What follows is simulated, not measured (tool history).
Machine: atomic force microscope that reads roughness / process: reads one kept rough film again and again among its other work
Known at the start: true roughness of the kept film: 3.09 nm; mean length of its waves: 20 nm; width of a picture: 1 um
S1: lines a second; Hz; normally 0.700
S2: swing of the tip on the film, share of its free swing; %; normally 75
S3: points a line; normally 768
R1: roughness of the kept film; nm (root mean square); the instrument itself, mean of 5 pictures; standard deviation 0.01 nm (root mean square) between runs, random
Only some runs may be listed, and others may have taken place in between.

run    hour     S1  S2   S3     R1
  1     0.0  0.700  75  768  2.328
  2    20.0  0.700  75  768  2.325
  3    44.2  0.700  75  768  2.327
  4    66.1  0.700  75  768  2.297
  5    95.3  0.700  75  768  2.311
  6   121.3  0.700  75  768  2.314
  7   138.5  0.700  75  768  2.335
  8   162.2  0.700  75  768  2.331
  9   181.8  0.700  75  768  2.315
 10   202.6  0.536  75  768  2.322
 11   216.3  0.536  75  768  2.324
 12   231.7  0.700  75  768  2.315
 13   253.9  0.700  76  768  2.312
 14   266.9  0.700  57  768  2.321
 15   279.7  2.811  57  768  2.313
 16   304.1  0.700  75  768  2.306
 17   329.2  0.700  59  768  2.356
 18   346.4  0.700  59  768  2.331
 19   358.6  0.700  59  768  2.354
 20   372.5  0.700  75  768  2.322
 21   384.4  0.700  75  688  2.314
 22   407.2  0.700  75  688  2.316
 23   430.3  0.700  75  688  2.314
 24   452.8  1.043  75  768  2.317
 25   465.4  1.043  75  768  2.317
 26   480.8  1.043  75  768  2.290
 27   506.1  1.179  58  713  2.334
 28   529.5  1.179  58  713  2.327
 29   548.8  1.179  87  477  2.223
 30   568.6  0.776  59  880  2.329
 31   593.6  0.700  59  344  2.312
 32   616.0  0.700  87  548  2.285
 33   632.8  0.700  74  768  2.321
 34   661.8  0.672  74  387  2.294
 35   676.2  0.672  74  387  2.287
 36   688.8  1.124  85  419  2.247
 37   703.7  0.525  69  419  2.287
 38   728.7  1.385  62  454  2.302
 39   751.8  0.621  77  468  2.297
 40   771.1  0.621  77  468  2.303
 41   797.0  0.621  77  468  2.323
 42   825.1  1.433  75  368  2.256
 43   846.8  1.628  79  694  2.256
 44   875.1  3.514  57  418  2.253
 45   897.1  0.700  65  768  2.340
 46   914.6  0.790  75  338  2.245
 47   936.3  0.700  64  768  2.322
 48   961.0  0.700  64  768  2.329
 49   981.8  1.131  88  982  2.249
 50  1003.2  0.640  65  766  2.338
 51  1024.9  0.640  65  766  2.335
 52  1047.0  0.640  65  766  2.346

Removed from this log: 6 entries logged between the listed runs. Between which two listed runs does each belong, and how does the tool's hidden state at the listed run before it compare with that at the listed run after it?
Run 6 -> run 7: new tip fitted (hour 138.5)
  radius of the tip, nm: 10.1 -> 10
Run 15 -> run 16: new tip fitted (hour 298.2)
  radius of the tip, nm: 10.1 -> 10
Run 24 -> run 25: new tip fitted (hour 458.8)
  radius of the tip, nm: 10.1 -> 10
Run 32 -> run 33: new tip fitted (hour 619.0)
  radius of the tip, nm: 10.1 -> 10
Run 40 -> run 41: new tip fitted (hour 780.8)
  radius of the tip, nm: 10.1 -> 10
Run 47 -> run 48: new tip fitted (hour 941.5)
  radius of the tip, nm: 10.1 -> 10
